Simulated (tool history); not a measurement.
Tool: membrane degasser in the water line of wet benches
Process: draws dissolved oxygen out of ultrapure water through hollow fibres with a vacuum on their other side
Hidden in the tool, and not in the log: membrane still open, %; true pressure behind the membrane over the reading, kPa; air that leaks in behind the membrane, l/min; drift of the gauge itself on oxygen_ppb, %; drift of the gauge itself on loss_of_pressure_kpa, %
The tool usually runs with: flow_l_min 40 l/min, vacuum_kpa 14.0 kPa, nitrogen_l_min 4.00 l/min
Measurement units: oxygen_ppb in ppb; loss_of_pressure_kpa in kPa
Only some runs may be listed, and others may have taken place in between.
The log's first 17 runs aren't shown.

run	hour	flow_l_min	vacuum_kpa	nitrogen_l_min	hours since the membrane was changed	hours since the vacuum gauge was calibrated	hours since the vacuum lines were made tight	oxygen_ppb	loss_of_pressure_kpa
18	3229.8	40	14.0	2.72	11571	6830	3880	477.0	25.05
# hour 3282.2: vacuum gauge calibrated
19	3486.3	40	12.1	6.75	11827	204	4136	258.3	25.09
20	3622.2	40	12.1	6.75	11963	340	4272	254.8	25.11
21	3878.6	40	34.1	4.84	12219	596	4528	694.7	25.22
22	4083.5	48	14.0	6.25	12424	801	4733	410.2	30.01
23	4295.2	40	20.5	4.08	12636	1013	4945	508.7	25.30
24	4479.5	40	20.5	4.08	12820	1197	5129	507.6	25.19
25	4746.6	40	10.8	4.00	13087	1464	5396	309.9	25.31
26	4989.7	44	14.0	11.45	13330	1708	5639	273.9	27.73
27	5190.1	33	28.6	7.17	13530	1908	5840	345.4	20.69
28	5324.8	40	31.3	2.44	13665	2043	5974	1047.7	24.92
29	5524.5	40	31.3	2.44	13865	2242	6174	1033.6	25.03
30	5666.5	36	14.0	4.00	14007	2384	6316	316.9	22.60
31	5936.4	36	12.6	8.07	14277	2654	6586	195.3	22.67

Alternative continuations, all from the tool just after run 31; predict every row:
A	6098.8	37	14.0	4.00	14439	2817	6748	?	?
B	6098.8	41	34.4	6.45	14439	2817	6748	?	?
C	6098.8	36	13.1	8.07	14439	2817	6748	?	?

run	oxygen_ppb	loss_of_pressure_kpa
A	327.9	23.24
B	590.1	25.67
C	196.6	22.78
With no hidden state in the tool, these same runs would have given:
run	oxygen_ppb	loss_of_pressure_kpa
A	327.1	23.20
B	589.2	25.63
C	195.9	22.75

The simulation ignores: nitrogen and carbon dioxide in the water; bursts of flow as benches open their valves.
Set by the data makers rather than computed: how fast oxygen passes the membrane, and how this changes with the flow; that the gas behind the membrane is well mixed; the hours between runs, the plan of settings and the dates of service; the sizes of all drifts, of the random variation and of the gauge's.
